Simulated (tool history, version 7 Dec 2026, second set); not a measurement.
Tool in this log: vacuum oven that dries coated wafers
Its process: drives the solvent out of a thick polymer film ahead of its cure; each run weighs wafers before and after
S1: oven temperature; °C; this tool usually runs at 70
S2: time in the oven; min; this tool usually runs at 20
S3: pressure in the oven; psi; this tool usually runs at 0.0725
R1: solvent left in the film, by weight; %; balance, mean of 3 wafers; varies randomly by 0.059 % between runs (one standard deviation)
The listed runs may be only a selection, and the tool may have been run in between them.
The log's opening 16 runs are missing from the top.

run	hour	S1	S2	S3	R1
17	155.9	57	23	0.1327	7.05
18	168.8	64	17	0.0511	6.24
19	176.5	60	17	0.0511	7.31
20	182.6	56	21	0.1993	8.32
21	195.9	56	21	0.1993	8.19
22	202.3	56	21	0.1993	8.29
23	213.3	70	15	0.2318	6.35
24	223.3	67	23	0.0725	3.94
25	233.7	80	31	0.0725	0.82
26	240.3	70	21	0.0698	3.66
27	254.4	58	20	0.1633	7.64
28	269.0	58	20	0.1633	7.65
29	282.8	69	11	0.1633	7.68
30	297.1	75	17	0.1697	4.08
31	304.2	80	19	0.0757	2.18

Below are 3 alternative next runs, each starting from the tool's condition after run 31. Predict each:
A	311.7	59	21	0.1458	?
B	311.7	76	28	0.2118	?
C	311.7	83	20	0.0725	?

run	R1
A	7.01
B	2.19
C	1.52
Without the tool's unlogged condition, the same runs would have read:
run	R1
A	7.85
B	2.70
C	1.97
